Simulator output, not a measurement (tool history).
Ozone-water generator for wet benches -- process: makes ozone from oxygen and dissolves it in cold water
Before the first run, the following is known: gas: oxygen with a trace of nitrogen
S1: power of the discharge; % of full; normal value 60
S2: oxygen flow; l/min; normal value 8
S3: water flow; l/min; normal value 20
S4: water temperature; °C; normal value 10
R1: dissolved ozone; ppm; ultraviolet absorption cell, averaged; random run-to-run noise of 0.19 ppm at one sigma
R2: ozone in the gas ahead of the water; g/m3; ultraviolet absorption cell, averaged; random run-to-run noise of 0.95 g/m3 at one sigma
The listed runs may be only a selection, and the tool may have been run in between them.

run 1 hour=0 | S1=60 S2=8 S3=20 S4=10 | R1=26.5 R2=159.7
run 2 hour=24.2 | S1=41 S2=8 S3=20 S4=10 | R1=19.7 R2=118.1
run 3 hour=55.8 | S1=60 S2=7.19 S3=20 S4=10 | R1=26.3 R2=168.6
run 4 hour=77.6 | S1=60 S2=7.19 S3=20 S4=10 | R1=26.3 R2=168
run 5 hour=107 | S1=60 S2=8 S3=20 S4=10 | R1=26 R2=160
run 6 hour=123.7 | S1=60 S2=8 S3=20 S4=10 | R1=26.1 R2=159.6
run 7 hour=144.7 | S1=60 S2=8 S3=20 S4=10 | R1=26.5 R2=159.2
run 8 hour=159.1 | S1=60 S2=8 S3=20 S4=10 | R1=26.2 R2=159.6
run 9 hour=176.5 | S1=60 S2=8 S3=20 S4=10 | R1=26.4 R2=160.2
run 10 hour=194.4 | S1=60 S2=8 S3=20 S4=10 | R1=26.3 R2=157.9
run 11 hour=224 | S1=60 S2=8 S3=20 S4=10 | R1=26.1 R2=159.6
run 12 hour=243.7 | S1=60 S2=8 S3=20 S4=10 | R1=26.4 R2=159.6
run 13 hour=274.5 | S1=67 S2=8.73 S3=20 S4=10 | R1=28.6 R2=165.7
run 14 hour=300.4 | S1=67 S2=8.73 S3=20 S4=10 | R1=28.3 R2=165.4
run 15 hour=329.9 | S1=67 S2=8.73 S3=20 S4=10 | R1=28.4 R2=166.1
run 16 hour=355.3 | S1=57 S2=5.75 S3=20 S4=6 | R1=25.7 R2=180.9
run 17 hour=368.9 | S1=49 S2=8 S3=20 S4=10 | R1=22.2 R2=135.4
run 18 hour=394.5 | S1=49 S2=8 S3=20 S4=10 | R1=22.3 R2=134.9
run 19 hour=423.4 | S1=56 S2=11.57 S3=20 S4=8 | R1=25.4 R2=125.3
run 20 hour=455.6 | S1=56 S2=11.57 S3=20 S4=8 | R1=25.7 R2=126.1
run 21 hour=470.8 | S1=52 S2=4.71 S3=28 S4=6 | R1=16.5 R2=185
run 22 hour=492.2 | S1=69 S2=5.06 S3=20 S4=9 | R1=28.3 R2=222.7

Here are 5 independent what-if runs from the current tool condition. What would each one return?
run A hour=505.5 | S1=69 S2=7.1 S3=26 S4=5 | R1=? R2=?
run B hour=505.5 | S1=41 S2=5.33 S3=14 S4=10 | R1=? R2=?
run C hour=505.5 | S1=79 S2=9.82 S3=20 S4=9 | R1=? R2=?
run D hour=505.5 | S1=69 S2=8.81 S3=16 S4=6 | R1=? R2=?
run E hour=505.5 | S1=65 S2=7.27 S3=24 S4=9 | R1=? R2=?

run=A R1=24.3 R2=186.6
run=B R1=25.5 R2=145.1
run=C R1=32.9 R2=176.2
run=D R1=36.9 R2=168
run=E R1=23.9 R2=175.2
With no hidden state in the tool, these same runs would have given:
run=A R1=24.9 R2=190.3
run=B R1=25.9 R2=146.8
run=C R1=33.7 R2=180.1
run=D R1=37.7 R2=171.4
run=E R1=24.5 R2=178.6
